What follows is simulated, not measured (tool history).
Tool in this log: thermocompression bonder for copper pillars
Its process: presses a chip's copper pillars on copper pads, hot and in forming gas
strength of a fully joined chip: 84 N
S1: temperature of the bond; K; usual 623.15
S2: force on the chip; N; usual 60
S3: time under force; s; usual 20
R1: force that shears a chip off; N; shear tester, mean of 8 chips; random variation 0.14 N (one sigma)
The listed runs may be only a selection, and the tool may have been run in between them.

run 1 day=0 | S1=623.15 S2=60 S3=20 | R1=44.9
run 2 day=2.667 | S1=623.15 S2=60 S3=18 | R1=43.1
run 3 day=5.717 | S1=623.15 S2=60 S3=18 | R1=43
run 4 day=7.396 | S1=603.15 S2=60 S3=20 | R1=39.1
run 5 day=9.767 | S1=603.15 S2=60 S3=38 | R1=48.1
run 6 day=11.717 | S1=623.15 S2=60 S3=52 | R1=58.6
run 7 day=13.95 | S1=623.15 S2=60 S3=20 | R1=44.6
run 8 day=16.079 | S1=623.15 S2=60 S3=20 | R1=44.6
run 9 day=18.979 | S1=639.15 S2=60 S3=20 | R1=48.8
run 10 day=22.521 | S1=639.15 S2=60 S3=20 | R1=49
run 11 day=26.121 | S1=639.15 S2=60 S3=20 | R1=48.8
run 12 day=28.096 | S1=639.15 S2=60 S3=20 | R1=48.6
run 13 day=30.017 | S1=623.15 S2=60 S3=20 | R1=44.4
run 14 day=32.429 | S1=623.15 S2=60 S3=20 | R1=44.4
run 15 day=34.521 | S1=623.15 S2=60 S3=20 | R1=46.6
run 16 day=37.888 | S1=623.15 S2=60 S3=20 | R1=46.6
run 17 day=41.483 | S1=623.15 S2=59 S3=20 | R1=45.7
run 18 day=44.688 | S1=623.15 S2=59 S3=20 | R1=42.5
run 19 day=46.971 | S1=623.15 S2=60 S3=16 | R1=39.9
run 20 day=50.383 | S1=623.15 S2=60 S3=16 | R1=39.6
run 21 day=52.821 | S1=623.15 S2=60 S3=44 | R1=54.9
run 22 day=54.892 | S1=623.15 S2=60 S3=44 | R1=54.7
run 23 day=57.921 | S1=622.15 S2=60 S3=21 | R1=43.5
run 24 day=60.279 | S1=627.15 S2=53 S3=12 | R1=32.5
run 25 day=63.629 | S1=605.15 S2=72 S3=15 | R1=40.9
run 26 day=65.617 | S1=605.15 S2=72 S3=15 | R1=40.9
run 27 day=68.883 | S1=605.15 S2=72 S3=15 | R1=41
run 28 day=71.038 | S1=623.15 S2=44 S3=30 | R1=36.8
run 29 day=72.958 | S1=602.15 S2=44 S3=44 | R1=36.4
run 30 day=74.908 | S1=602.15 S2=44 S3=44 | R1=36.6
run 31 day=77.362 | S1=623.15 S2=70 S3=20 | R1=49
run 32 day=79.488 | S1=653.15 S2=58 S3=16 | R1=46
run 33 day=81.529 | S1=622.15 S2=60 S3=20 | R1=42.6
run 34 day=84.808 | S1=648.15 S2=57 S3=24 | R1=52.3
run 35 day=88.708 | S1=600.15 S2=40 S3=20 | R1=24.4
run 36 day=91.546 | S1=623.15 S2=60 S3=28 | R1=49
run 37 day=94.946 | S1=623.15 S2=60 S3=28 | R1=49
run 38 day=98.012 | S1=610.15 S2=82 S3=32 | R1=59.6
run 39 day=100.067 | S1=610.15 S2=56 S3=41 | R1=47.9
run 40 day=102.617 | S1=610.15 S2=56 S3=41 | R1=48
run 41 day=106.146 | S1=610.15 S2=56 S3=41 | R1=47.8

Between the runs listed above, the log contained 4 entries, not reproduced here. Where in the sequence does each belong, and how does what the log doesn't record of the tool's condition differ from the listed run before to the listed run after?
In the gap between runs 14 and 15: forming gas filter changed (day 33.883)
  true temperature of the bond over the reading, C: 1.2 -> 1.3; force that reaches the chip, % of what is set: 108.5 -> 108.6; oxide that the forming gas leaves, % of the face: 5.43 -> 0.63
  measured less the result without the state, R1: +1.3 -> +3.7 N
In the gap between runs 17 and 18: force cell calibrated (day 43.162)
  true temperature of the bond over the reading, C: 1.5 -> 1.6; force that reaches the chip, % of what is set: 109.1 -> 100.3; oxide that the forming gas leaves, % of the face: 1.32 -> 1.62
  measured less the result without the state, R1: +3.5 -> +0.1 N
In the gap between runs 33 and 34: forming gas filter changed (day 81.983)
  true temperature of the bond over the reading, C: 2.6 -> 2.7; force that reaches the chip, % of what is set: 103 -> 103.3; oxide that the forming gas leaves, % of the face: 5.27 -> 1.01
  measured less the result without the state, R1: -0.2 -> +1.8 N
In the gap between runs 34 and 35: heater calibrated with a thermocouple chip (day 86.183)
  true temperature of the bond over the reading, C: 2.7 -> 0; force that reaches the chip, % of what is set: 103.3 -> 103.6; oxide that the forming gas leaves, % of the face: 1.01 -> 1.4
  measured less the result without the state, R1: +1.8 -> +0.8 N
